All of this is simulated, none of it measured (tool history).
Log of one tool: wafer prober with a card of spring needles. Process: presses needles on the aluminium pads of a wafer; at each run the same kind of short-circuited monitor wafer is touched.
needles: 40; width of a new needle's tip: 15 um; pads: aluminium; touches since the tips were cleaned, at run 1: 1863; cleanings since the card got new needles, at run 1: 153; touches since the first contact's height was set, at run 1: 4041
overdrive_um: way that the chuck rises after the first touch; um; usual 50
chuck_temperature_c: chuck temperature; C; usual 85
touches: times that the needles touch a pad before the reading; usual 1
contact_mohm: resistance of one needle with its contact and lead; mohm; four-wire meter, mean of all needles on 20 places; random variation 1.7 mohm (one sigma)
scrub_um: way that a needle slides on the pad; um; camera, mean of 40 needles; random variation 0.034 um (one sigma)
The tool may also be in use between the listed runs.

run,day,overdrive_um,chuck_temperature_c,touches,touches since the tips were cleaned,cleanings since the card got new needles,touches since the first contact's height was set,contact_mohm,scrub_um
1,0,50,85,1,1863,153,4041,1026,8.58
# day 0.167: tips cleaned on abrasive film
# day 0.571: tips cleaned on abrasive film
# day 0.988: tips cleaned on abrasive film
2,1,50,85,1,107,156,12774,303,8.56
# day 1.329: tips cleaned on abrasive film
# day 1.733: tips cleaned on abrasive film
# day 2.062: tips cleaned on abrasive film
# day 2.396: tips cleaned on abrasive film
3,2.667,57,85,1,2408,160,27408,945,9.66
# day 2.754: tips cleaned on abrasive film
# day 3.088: tips cleaned on abrasive film
# day 3.496: tips cleaned on abrasive film
# day 3.908: tips cleaned on abrasive film
4,4.038,57,85,1,1126,164,39386,636,9.6
# day 4.283: tips cleaned on abrasive film
# day 4.696: tips cleaned on abrasive film
# day 5.029: tips cleaned on abrasive film
# day 5.438: tips cleaned on abrasive film
5,5.679,50,85,1,2133,168,53789,1106,8.31
# day 5.85: tips cleaned on abrasive film
# day 6.262: tips cleaned on abrasive film
# day 6.521: height of the first contact set anew
# day 6.608: tips cleaned on abrasive film
# day 6.938: tips cleaned on abrasive film
6,7.221,50,85,1,2479,172,6109,1146,8.51
# day 7.304: tips cleaned on abrasive film
# day 7.638: tips cleaned on abrasive film
# day 7.971: tips cleaned on abrasive film
# day 8.375: tips cleaned on abrasive film
7,8.596,50,85,1,1929,176,18136,996,8.52
# day 8.762: tips cleaned on abrasive film
# day 9.171: tips cleaned on abrasive film
# day 9.588: tips cleaned on abrasive film
8,9.75,50,85,1,1471,179,28279,848,8.48
# day 9.917: tips cleaned on abrasive film
# day 10.25: tips cleaned on abrasive film
# day 10.583: tips cleaned on abrasive film
# day 10.996: tips cleaned on abrasive film
# day 11.4: tips cleaned on abrasive film
9,11.45,50,85,1,450,184,43144,560,8.39
# day 11.783: tips cleaned on abrasive film
# day 12.196: tips cleaned on abrasive film
10,12.4,50,82,1,1804,186,51472,1053,8.36
# day 12.567: tips cleaned on abrasive film
# day 12.9: tips cleaned on abrasive film
# day 13.233: tips cleaned on abrasive film
11,13.246,50,85,1,128,189,58860,328,8.34
# day 13.504: height of the first contact set anew
# day 13.592: tips cleaned on abrasive film
# day 13.925: tips cleaned on abrasive film
# day 14.254: tips cleaned on abrasive film
# day 14.671: tips cleaned on abrasive film
12,14.808,50,85,1,1213,193,11377,848,8.56
# day 15.058: tips cleaned on abrasive film
# day 15.471: tips cleaned on abrasive film
# day 15.8: tips cleaned on abrasive film
# day 16.142: tips cleaned on abrasive film
13,16.142,50,85,1,0,197,23056,244,8.43
# day 16.554: tips cleaned on abrasive film
# day 16.971: tips cleaned on abrasive film
14,17.012,50,85,1,362,199,30677,553,8.45
# day 17.342: tips cleaned on abrasive film
# day 17.75: tips cleaned on abrasive film
# day 18.083: tips cleaned on abrasive film
# day 18.412: tips cleaned on abrasive film
# day 18.746: tips cleaned on abrasive film
15,18.833,61,27,1,756,204,46613,525,10.27
# day 19.079: tips cleaned on abrasive film
# day 19.412: tips cleaned on abrasive film
16,19.638,61,27,1,2005,206,53690,966,10.23
# day 19.808: tips cleaned on abrasive film
# day 20.217: tips cleaned on abrasive film
# day 20.475: height of the first contact set anew
# day 20.558: tips cleaned on abrasive film
# day 20.892: tips cleaned on abrasive film
17,21.058,61,89,1,1490,210,5120,753,10.45
# day 21.229: tips cleaned on abrasive film
# day 21.642: tips cleaned on abrasive film
# day 21.975: tips cleaned on abrasive film
# day 22.383: tips cleaned on abrasive film
18,22.671,50,27,1,2535,214,19241,1364,8.56
# day 22.758: tips cleaned on abrasive film
# day 23.167: tips cleaned on abrasive film
# day 23.583: tips cleaned on abrasive film
# day 23.917: tips cleaned on abrasive film
# day 24.325: tips cleaned on abrasive film
19,24.325,53,73,1,0,219,33696,273,8.96
# day 24.658: tips cleaned on abrasive film
# day 24.988: tips cleaned on abrasive film
# day 25.321: tips cleaned on abrasive film
20,25.433,50,85,1,996,222,43404,923,8.35
# day 25.683: tips cleaned on abrasive film
# day 26.017: tips cleaned on abrasive film
# day 26.346: tips cleaned on abrasive film
21,26.483,50,85,1,1210,225,52598,929,8.36
# day 26.733: tips cleaned on abrasive film
# day 27.15: tips cleaned on abrasive film
# day 27.404: height of the first contact set anew
# day 27.575: tips cleaned on abrasive film
22,27.879,70,85,1,2725,228,4176,761,12
# day 27.967: tips cleaned on abrasive film
# day 28.379: tips cleaned on abrasive film
# day 28.796: tips cleaned on abrasive film
# day 29.129: tips cleaned on abrasive film
# day 29.542: tips cleaned on abrasive film
23,29.6,30,60,1,505,233,19200,1547,5.1
# day 29.929: tips cleaned on abrasive film
# day 30.262: tips cleaned on abrasive film
# day 30.675: tips cleaned on abrasive film
24,30.675,50,85,2,20,236,28638,262,8.42
# day 31.008: tips cleaned on abrasive film
# day 31.342: tips cleaned on abrasive film
# day 31.754: tips cleaned on abrasive film
# day 32.088: tips cleaned on abrasive film
25,32.212,55,73,1,1125,240,42101,871,9.32
# day 32.462: tips cleaned on abrasive film
# day 32.796: tips cleaned on abrasive film
# day 33.208: tips cleaned on abrasive film
# day 33.542: tips cleaned on abrasive film
# day 33.954: tips cleaned on abrasive film
26,33.996,55,73,1,375,245,57692,577,9.14

4 ways to go on from here, each from the tool as it stands after run 26. What would each give?
# day 34.325: tips cleaned on abrasive film
# day 34.338: height of the first contact set anew
# day 34.671: tips cleaned on abrasive film
# day 35.079: tips cleaned on abrasive film
# day 35.412: tips cleaned on abrasive film
A,35.575,39,73,3,1429,249,10814,?,?
# day 34.325: tips cleaned on abrasive film
# day 34.338: height of the first contact set anew
# day 34.671: tips cleaned on abrasive film
# day 35.079: tips cleaned on abrasive film
# day 35.412: tips cleaned on abrasive film
B,35.575,55,34,1,1429,249,10814,?,?
# day 34.325: tips cleaned on abrasive film
# day 34.338: height of the first contact set anew
# day 34.671: tips cleaned on abrasive film
# day 35.079: tips cleaned on abrasive film
# day 35.412: tips cleaned on abrasive film
C,35.575,35,85,1,1429,249,10814,?,?
# day 34.325: tips cleaned on abrasive film
# day 34.338: height of the first contact set anew
# day 34.671: tips cleaned on abrasive film
# day 35.079: tips cleaned on abrasive film
# day 35.412: tips cleaned on abrasive film
D,35.575,55,111,1,1429,249,10814,?,?

run,contact_mohm,scrub_um
A,727,6.7
B,968,9.45
C,2001,6
D,912,9.41
Without the tool's hidden state the same runs would have given:
run,contact_mohm,scrub_um
A,176,6.74
B,154,9.48
C,185,6.04
D,172,9.45
